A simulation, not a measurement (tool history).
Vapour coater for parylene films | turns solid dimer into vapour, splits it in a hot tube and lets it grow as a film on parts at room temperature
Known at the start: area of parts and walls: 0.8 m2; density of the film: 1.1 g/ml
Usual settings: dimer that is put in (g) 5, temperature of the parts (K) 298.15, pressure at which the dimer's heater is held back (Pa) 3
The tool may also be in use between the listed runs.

run,day,dimer that is put in (g),temperature of the parts (K),pressure at which the dimer's heater is held back (Pa),thickness of the film (um)
1,0,5,298.15,3,4.29
2,0.946,5,298.15,3,4.27
3,1.5,5,298.15,3,4.27
# day 1.892: trap's valve overhauled
4,2.238,5,298.15,5.71,4.03
5,3.462,5,298.15,11.44,3.8
6,4.496,5,298.15,11.44,3.81
7,5.475,5,298.15,11.44,3.77
8,6.196,5,298.15,11.44,3.77
9,7,5,298.15,11.44,3.8
10,7.988,5,298.15,11.44,3.73
11,9.042,5,298.15,11.44,3.77
12,9.904,5,305.15,3,3.04
13,10.942,5,305.15,3,3.09
14,12.192,5,305.15,3,3.06
15,12.767,5,305.15,3,3.05
16,13.925,5,305.15,3,3.07
17,15.15,5,305.15,3,3.05
18,15.675,5,305.15,3,3.06
19,16.904,3,298.15,3,2.54
20,17.908,5,298.15,5.55,3.96
21,18.658,4,298.15,5.55,3.16
22,19.329,5,298.15,3,4.18
23,20.004,5,298.15,3,4.2
24,20.529,5,306.15,3,2.86
# day 21.5: gauge calibrated
25,21.617,2,299.15,3,1.61
26,22.212,2,299.15,3,1.66
27,23.329,5,296.15,3,4.7
28,23.867,5,307.15,8.39,2.56
29,24.975,2,306.15,8.4,1.08
30,26.033,2,306.15,3.06,1.18
31,26.817,2,306.15,5.79,1.12
32,27.342,5,301.15,4.49,3.59
33,28.025,7,298.15,2.21,6.16
34,28.983,7,298.15,2.21,6.08
35,29.725,4,297.15,4.01,3.47
36,30.792,2,301.15,3.31,1.49
37,31.925,2,298.15,3.75,1.66
38,32.517,2,298.15,3.75,1.68
39,33.288,3,310.15,3,1.47
40,34.054,4,298.15,3,3.41
# day 34.988: trap's valve overhauled
41,35.467,4,298.15,3,3.36
42,36.188,3,307.15,7.23,1.55
43,36.867,3,307.15,7.23,1.55
44,37.446,3,307.15,7.23,1.52
45,38.642,3,307.15,7.23,1.53
46,39.888,3,307.15,7.23,1.5
47,41.05,3,307.15,7.23,1.53
48,42.092,5,292.15,6.96,5.15

Measured less the same run without the tool's hidden state. The same run-to-run variation is in both; the gauge's scatter may not be:
The hidden state here: vapour lost through the trap's worn valve, %; true temperature of the parts over the reading, C; drift of the gauge itself on film_um, %.
run,thickness of the film (um)
1,-0.01
2,-0.02
3,-0.02
4,-0.01
5,-0.02
6,-0.02
7,-0.03
8,-0.03
9,-0.04
10,-0.05
11,-0.05
12,-0.04
13,-0.05
14,-0.05
15,-0.06
16,-0.07
17,-0.06
18,-0.07
19,-0.06
20,-0.1
21,-0.09
22,-0.12
23,-0.12
24,-0.09
25,+0
26,+0
27,-0.02
28,-0.01
29,-0.01
30,-0.01
31,-0.01
32,-0.03
33,-0.06
34,-0.07
35,-0.04
36,-0.02
37,-0.03
38,-0.03
39,-0.03
40,-0.06
41,-0.07
42,-0.04
43,-0.03
44,-0.03
45,-0.04
46,-0.04
47,-0.05
48,-0.15
